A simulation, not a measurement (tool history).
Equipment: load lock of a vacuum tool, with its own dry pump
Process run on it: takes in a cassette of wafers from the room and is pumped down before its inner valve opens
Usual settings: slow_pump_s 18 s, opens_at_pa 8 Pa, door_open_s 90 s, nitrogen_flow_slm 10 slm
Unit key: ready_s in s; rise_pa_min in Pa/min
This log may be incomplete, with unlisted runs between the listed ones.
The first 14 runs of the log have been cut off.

run	day	slow_pump_s	opens_at_pa	door_open_s	nitrogen_flow_slm	incoming humidity of the room's air, %	ready_s	rise_pa_min
15	60.021	18	8	90	10	44.6	37	0.228
16	65.558	18	8	90	10	43.4	36.7	0.234
17	68.617	18	8	90	10	42.7	37.2	0.236
18	73.85	18	8	90	10	44.8	36.8	0.254
19	77.921	18	8	90	10	43.2	36.5	0.257
20	81.75	18	8	90	10	44.8	36.8	0.263
21	84.304	18	9	90	27	44.7	37	0.244
22	89	18	9	90	27	48.7	36.6	0.255
23	92.146	18	9	29	27	45.6	36.9	0.228
24	97.35	34	12	102	5	41.5	47.4	0.301
25	103.158	34	12	102	5	46.9	47.5	0.322
26	108.733	18	8	90	37	45.7	36.8	0.273
27	112.096	18	11	26	4	44.6	36.4	0.289
28	114.629	10	10	61	20	45.8	30.7	0.297
29	118.612	20	8	27	8	43.7	39	0.289
30	122.471	20	12	27	18	45.4	37.3	0.287
31	128.183	18	8	113	10	45.7	36.7	0.361
32	132.829	18	8	113	10	43.6	37.2	0.362
33	138.162	10	8	90	10	45.2	31	0.374
34	141.967	12	8	90	26	45	32.9	0.353
35	146.188	15	6	86	10	42.1	35.9	0.372
36	150.154	10	8	172	10	45.9	31.6	0.421

Run 37, settings as shown, results not yet in. Your forecast:
37	154.217	18	8	90	18	45.5	?	?

{"run 37": {"ready_s": 37.2, "rise_pa_min": 0.382}}
Were there no unlogged condition in the tool, this run, its random variation unchanged, would have produced ready_s 35.8 s, rise_pa_min 0.096 Pa/min.

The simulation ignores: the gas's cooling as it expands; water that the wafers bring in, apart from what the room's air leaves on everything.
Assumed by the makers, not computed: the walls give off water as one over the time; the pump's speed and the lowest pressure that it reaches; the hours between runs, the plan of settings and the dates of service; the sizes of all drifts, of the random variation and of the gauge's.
